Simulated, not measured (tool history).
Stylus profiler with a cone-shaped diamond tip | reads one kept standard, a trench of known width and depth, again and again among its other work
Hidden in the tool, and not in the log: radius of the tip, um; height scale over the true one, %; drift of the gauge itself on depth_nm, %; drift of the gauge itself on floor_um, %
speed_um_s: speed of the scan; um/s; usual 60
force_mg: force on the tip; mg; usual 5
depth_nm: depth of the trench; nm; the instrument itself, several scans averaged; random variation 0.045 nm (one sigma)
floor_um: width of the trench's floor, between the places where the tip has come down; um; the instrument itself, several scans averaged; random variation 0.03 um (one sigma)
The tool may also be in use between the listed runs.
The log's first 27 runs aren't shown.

| run | hour | speed_um_s | force_mg | scans with this tip | hours of work since the height scale was calibrated | depth_nm | floor_um |
|---|---|---|---|---|---|---|---|
| 28 | 299.9 | 64 | 4.9 | 3744 | 6 | 102.37 | 16.93 |
| 29 | 309.3 | 95 | 1.78 | 3816 | 13 | 101.21 | 16.5 |
| 30 | 316.5 | 132 | 2.53 | 3871 | 17 | 101.45 | 16.35 |
| 31 | 328.4 | 132 | 2.53 | 3962 | 25 | 101.44 | 16.3 |
| 32 | 336.4 | 118 | 4.1 | 4023 | 31 | 101.95 | 16.57 |
| 33 | 347.8 | 100 | 13.29 | 4110 | 38 | 104.56 | 16.86 |
| 34 | 357.7 | 129 | 6.43 | 4186 | 45 | 102.73 | 16.59 |
| 35 | 366.1 | 129 | 6.43 | 4250 | 50 | 102.8 | 16.59 |
| 36 | 377.9 | 129 | 6.43 | 4340 | 58 | 102.89 | 16.54 |
| 37 | 394.2 | 47 | 12.74 | 4465 | 69 | 104.44 | 16.93 |
| 38 | 401.6 | 47 | 12.74 | 4522 | 74 | 104.37 | 16.9 |
| 39 | 409.2 | 47 | 12.74 | 4580 | 79 | 104.43 | 16.9 |
| 40 | 421.1 | 28 | 5 | 4671 | 87 | 102.36 | 16.85 |
| 41 | 435.4 | 28 | 5 | 4780 | 97 | 102.38 | 16.86 |
| 42 | 444.8 | 200 | 5 | 4853 | 103 | 102.48 | 16.07 |
| 43 | 452.3 | 200 | 5 | 4910 | 108 | 102.48 | 16.04 |
| 44 | 466.5 | 196 | 4.42 | 5019 | 117 | 102.2 | 15.99 |
| 45 | 482.7 | 196 | 4.42 | 5142 | 128 | 102.16 | 16 |
| 46 | 494 | 31 | 1.96 | 5229 | 136 | 101.34 | 16.69 |

Forecast each of these 3 alternatives for the next run:
| A | 503.3 | 17 | 2.18 | 5300 | 142 | ? | ? |
| B | 503.3 | 20 | 4.26 | 5300 | 142 | ? | ? |
| C | 503.3 | 33 | 8.58 | 5300 | 142 | ? | ? |

| run | depth_nm | floor_um |
|---|---|---|
| A | 101.47 | 16.76 |
| B | 102.23 | 16.79 |
| C | 103.39 | 16.79 |
Without the tool's hidden state the same runs would have given:
| run | depth_nm | floor_um |
|---|---|---|
| A | 101.37 | 17.88 |
| B | 102.13 | 17.91 |
| C | 103.28 | 17.9 |
